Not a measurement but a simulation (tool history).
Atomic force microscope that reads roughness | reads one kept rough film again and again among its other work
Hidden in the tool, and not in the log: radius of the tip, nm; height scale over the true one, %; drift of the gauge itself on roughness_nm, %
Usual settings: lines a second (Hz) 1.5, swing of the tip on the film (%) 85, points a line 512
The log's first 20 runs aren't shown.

run,day,lines a second (Hz),swing of the tip on the film (%),points a line,pictures with this tip,hours of work since the height scale was calibrated,roughness of the kept film (nm (root mean square))
21,8.446,1.5,85,616,17,266,3.86
22,9,1.05,86,512,33,276,3.983
23,9.425,1.51,85,435,46,284,3.807
24,9.946,1.24,85,628,61,294,3.917
25,10.358,1.24,85,628,73,301,3.929
26,10.662,1.24,85,628,81,307,3.934
# day 10.95: new tip fitted
27,11.117,1.24,85,628,5,315,3.926
28,11.438,1.72,78,449,14,321,3.934
29,11.746,1.72,59,938,23,326,4.284
30,12.1,1.72,59,938,33,333,4.313
31,12.508,1.72,73,758,45,340,4.072
32,12.967,1.5,61,315,58,349,4.277
33,13.308,1.5,61,315,68,355,4.231
34,13.846,0.71,74,407,84,365,4.275
# day 14.067: new tip fitted
35,14.4,1.95,56,1021,10,375,4.323
36,14.867,1.01,84,614,23,384,4.017
37,15.217,1.77,78,390,33,390,3.919
38,15.508,3.56,59,582,42,396,4.119
39,15.838,1.5,80,471,51,402,3.927
40,16.4,0.73,65,439,68,412,4.353

4 ways to go on from here, each from the tool as it stands after run 40. What would each give?
A,16.875,1.42,57,284,81,421,?
B,16.875,0.73,80,334,81,421,?
C,16.875,1.45,62,439,81,421,?
D,16.875,1.23,75,257,81,421,?

run,roughness of the kept film (nm (root mean square))
A,4.317
B,4.199
C,4.264
D,4.115
Without the tool's hidden state the same runs would have given:
run,roughness of the kept film (nm (root mean square))
A,4.323
B,4.205
C,4.269
D,4.121
